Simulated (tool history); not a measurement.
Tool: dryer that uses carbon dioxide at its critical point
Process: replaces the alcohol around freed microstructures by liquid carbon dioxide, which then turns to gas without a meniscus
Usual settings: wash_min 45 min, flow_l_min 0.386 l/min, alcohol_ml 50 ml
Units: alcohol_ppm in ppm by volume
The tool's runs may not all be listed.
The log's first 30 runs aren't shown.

run	hour	wash_min	flow_l_min	alcohol_ml	hours of work since the filter was changed	hours of work since the purifier's bed was changed	alcohol_ppm
31	305.8	61	0.517	20	175	175	52
32	314.2	34	0.444	20	179	179	81
33	327.3	66	0.345	20	187	187	60
34	335.3	28	0.345	25	191	191	274
35	348.8	28	0.345	25	198	198	270
36	363.7	35	0.571	36	207	207	64
37	369.9	65	0.472	36	210	210	70
38	379.5	65	0.472	36	215	215	62
39	388.7	45	0.386	115	220	220	106
40	396.7	45	0.386	115	225	225	104
41	405.9	45	0.386	115	230	230	117
# hour 410.8: inlet filter changed
42	418.8	45	0.386	115	4	237	89
43	427.4	45	0.393	32	9	241	80
44	441.3	30	0.386	28	17	249	134
45	451.4	69	0.279	36	22	254	89
46	458.5	48	0.275	36	26	258	128
47	472.5	44	0.386	50	34	266	85

3 ways to go on from here, each from the tool as it stands after run 47. What would each give?
A	479.3	44	0.386	82	38	270	?
B	479.3	45	0.386	49	38	270	?
C	479.3	29	0.386	109	38	270	?

run	alcohol_ppm
A	100
B	94
C	372
Without the tool's hidden state the same runs would have given:
run	alcohol_ppm
A	20
B	14
C	259
